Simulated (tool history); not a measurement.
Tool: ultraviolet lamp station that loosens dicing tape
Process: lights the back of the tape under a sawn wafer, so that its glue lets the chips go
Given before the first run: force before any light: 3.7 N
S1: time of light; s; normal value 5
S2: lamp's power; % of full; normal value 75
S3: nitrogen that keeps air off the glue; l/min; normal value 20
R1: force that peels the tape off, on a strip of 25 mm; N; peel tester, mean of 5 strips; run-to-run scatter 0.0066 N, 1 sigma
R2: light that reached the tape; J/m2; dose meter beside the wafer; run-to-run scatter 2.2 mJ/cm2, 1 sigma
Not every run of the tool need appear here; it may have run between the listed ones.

{"run": 1, "hour": 0.0, "S1": 5, "S2": 75, "S3": 20, "R1": 0.297, "R2": 1440}
{"run": 2, "hour": 68.7, "S1": 5, "S2": 75, "S3": 20, "R1": 0.306, "R2": 1420}
{"run": 3, "hour": 106.8, "S1": 5, "S2": 63, "S3": 20, "R1": 0.416, "R2": 1170}
{"run": 4, "hour": 148.0, "S1": 5, "S2": 79, "S3": 20, "R1": 0.302, "R2": 1410}
{"hour": 178.0, "done": "window cleaned of glue's vapour"}
{"run": 5, "hour": 212.9, "S1": 5, "S2": 79, "S3": 20, "R1": 0.306, "R2": 1370}
{"run": 6, "hour": 286.8, "S1": 5, "S2": 79, "S3": 20, "R1": 0.359, "R2": 1270}
{"hour": 294.7, "done": "window cleaned of glue's vapour, once more"}
{"run": 7, "hour": 321.2, "S1": 5, "S2": 79, "S3": 20, "R1": 0.292, "R2": 1470}
{"run": 8, "hour": 371.3, "S1": 6, "S2": 61, "S3": 34, "R1": 0.279, "R2": 1330}
{"run": 9, "hour": 405.3, "S1": 9, "S2": 60, "S3": 23, "R1": 0.207, "R2": 1920}
{"run": 10, "hour": 439.5, "S1": 2, "S2": 94, "S3": 20, "R1": 1.021, "R2": 670}
{"hour": 492.6, "done": "lamp changed"}
{"run": 11, "hour": 500.0, "S1": 6, "S2": 72, "S3": 12, "R1": 0.23, "R2": 2090}
{"run": 12, "hour": 543.5, "S1": 5, "S2": 98, "S3": 20, "R1": 0.178, "R2": 2350}
{"run": 13, "hour": 589.2, "S1": 5, "S2": 65, "S3": 8, "R1": 0.449, "R2": 1540}
{"run": 14, "hour": 659.5, "S1": 3, "S2": 96, "S3": 8, "R1": 0.554, "R2": 1360}

Branching from run 14: 5 alternative next runs. What would each branch give?
{"run": "A", "hour": 696.8, "S1": 4, "S2": 64, "S3": 32, "R1": "?", "R2": "?"}
{"run": "B", "hour": 696.8, "S1": 3, "S2": 87, "S3": 8, "R1": "?", "R2": "?"}
{"run": "C", "hour": 696.8, "S1": 3, "S2": 96, "S3": 11, "R1": "?", "R2": "?"}
{"run": "D", "hour": 696.8, "S1": 4, "S2": 96, "S3": 8, "R1": "?", "R2": "?"}
{"run": "E", "hour": 696.8, "S1": 5, "S2": 96, "S3": 9, "R1": "?", "R2": "?"}

run=A R1=0.348 R2=1190
run=B R1=0.66 R2=1170
run=C R1=0.475 R2=1280
run=D R1=0.363 R2=1750
run=E R1=0.245 R2=2200
The same runs, with their run-to-run variation unchanged, on a tool lacking any hidden condition would have given:
run=A R1=0.291 R2=1340
run=B R1=0.552 R2=1320
run=C R1=0.393 R2=1450
run=D R1=0.302 R2=1960
run=E R1=0.213 R2=2480
